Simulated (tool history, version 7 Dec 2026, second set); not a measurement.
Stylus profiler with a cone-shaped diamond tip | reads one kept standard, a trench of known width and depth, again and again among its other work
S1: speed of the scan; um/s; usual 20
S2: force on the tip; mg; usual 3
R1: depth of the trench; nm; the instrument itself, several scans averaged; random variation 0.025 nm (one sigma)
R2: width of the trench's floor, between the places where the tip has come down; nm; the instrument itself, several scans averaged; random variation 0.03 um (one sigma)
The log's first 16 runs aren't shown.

run 17 hour=197.3 | S1=20 S2=3 | R1=101.76 R2=28690
run 18 hour=212.1 | S1=49 S2=3 | R1=101.73 R2=28510
run 19 hour=218.5 | S1=49 S2=1.86 | R1=101.21 R2=28480
run 20 hour=226 | S1=20 S2=3 | R1=101.76 R2=28640
run 21 hour=233 | S1=20 S2=3 | R1=101.75 R2=28690
run 22 hour=242.3 | S1=20 S2=3 | R1=101.72 R2=28690
run 23 hour=251.1 | S1=20 S2=3 | R1=101.72 R2=28660
run 24 hour=263.5 | S1=20 S2=3 | R1=101.75 R2=28650
run 25 hour=278 | S1=36 S2=3.32 | R1=101.85 R2=28670
run 26 hour=287 | S1=13 S2=5.4 | R1=102.53 R2=28670
run 27 hour=299.7 | S1=13 S2=5.4 | R1=102.53 R2=28740
run 28 hour=314.1 | S1=38 S2=1.07 | R1=100.85 R2=28480
run 29 hour=324.9 | S1=38 S2=1.07 | R1=100.86 R2=28520
run 30 hour=338.9 | S1=18 S2=5.14 | R1=102.45 R2=28720
run 31 hour=352.4 | S1=21 S2=5.1 | R1=102.43 R2=28640
run 32 hour=361.1 | S1=55 S2=8.16 | R1=103.41 R2=28630
run 33 hour=373.2 | S1=34 S2=2.66 | R1=101.6 R2=28630
run 34 hour=388.8 | S1=34 S2=2.66 | R1=101.56 R2=28620
run 35 hour=401 | S1=13 S2=1.04 | R1=100.83 R2=28690
run 36 hour=415.8 | S1=22 S2=1.58 | R1=101.08 R2=28560
run 37 hour=427.9 | S1=47 S2=7.52 | R1=103.2 R2=28660
run 38 hour=434.6 | S1=20 S2=1.6 | R1=101.1 R2=28620
run 39 hour=441.8 | S1=70 S2=2.67 | R1=101.58 R2=28410

Run 40 comes next. What will it give?
run 40 hour=448.9 | S1=70 S2=2.67 | R1=? R2=?

{"run 40": {"R1": 101.58, "R2": 28470}}
Without the tool's hidden state the same run would have given R1 101.59 nm, R2 28470 nm.

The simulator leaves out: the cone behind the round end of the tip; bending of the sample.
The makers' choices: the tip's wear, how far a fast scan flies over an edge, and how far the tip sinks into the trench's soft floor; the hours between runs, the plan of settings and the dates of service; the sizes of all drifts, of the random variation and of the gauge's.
